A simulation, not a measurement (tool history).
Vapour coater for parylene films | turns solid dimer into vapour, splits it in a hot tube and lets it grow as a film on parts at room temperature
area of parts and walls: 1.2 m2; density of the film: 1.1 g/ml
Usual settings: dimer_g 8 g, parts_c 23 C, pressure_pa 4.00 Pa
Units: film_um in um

run,hour,dimer_g,parts_c,pressure_pa,film_um
1,0.0,8,23,4.00,4.43
2,15.5,8,23,4.00,4.40
3,33.0,8,23,4.00,4.43
4,55.5,8,23,4.00,4.36
5,74.3,8,23,4.00,4.35
6,101.1,8,23,4.00,4.40
7,125.6,8,20,4.00,4.60
8,152.4,8,23,2.78,4.46
9,166.7,8,23,2.78,4.42
10,189.5,7,23,4.00,3.80
# hour 192.2: table's thermometer calibrated
11,212.6,7,23,4.00,3.79
12,239.0,7,23,4.00,3.80
13,252.9,7,23,4.00,3.76
# hour 271.6: table's thermometer calibrated, once more
14,274.3,7,23,4.00,3.69
15,294.4,7,23,4.00,3.72
16,319.6,7,23,4.00,3.68
17,333.3,7,23,4.00,3.70
18,354.7,4,30,6.07,1.83
19,370.9,8,23,3.80,4.21
20,388.5,8,23,3.80,4.21
21,410.4,6,19,10.27,3.13
22,437.8,9,24,5.92,4.44
23,454.5,3,30,4.14,1.37
24,466.5,8,34,2.28,3.65
# hour 489.1: trap's valve overhauled
25,497.6,8,34,2.28,3.84
26,524.0,8,34,2.28,3.86
27,549.3,8,34,2.28,3.85
28,562.7,10,23,4.00,5.50
29,587.0,8,23,5.63,4.27
30,612.4,9,16,2.90,5.61
31,639.2,9,16,2.90,5.67
32,654.9,9,16,2.90,5.59

5 ways to go on from here, each from the tool as it stands after run 32. What would each give?
A,674.8,4,16,2.90,?
B,674.8,4,25,4.00,?
C,674.8,9,31,5.06,?
D,674.8,4,15,2.90,?
E,674.8,6,24,2.84,?

run,film_um
A,2.49
B,2.11
C,4.20
D,2.51
E,3.29
Without the tool's hidden state the same runs would have given:
run,film_um
A,2.56
B,2.17
C,4.32
D,2.58
E,3.38

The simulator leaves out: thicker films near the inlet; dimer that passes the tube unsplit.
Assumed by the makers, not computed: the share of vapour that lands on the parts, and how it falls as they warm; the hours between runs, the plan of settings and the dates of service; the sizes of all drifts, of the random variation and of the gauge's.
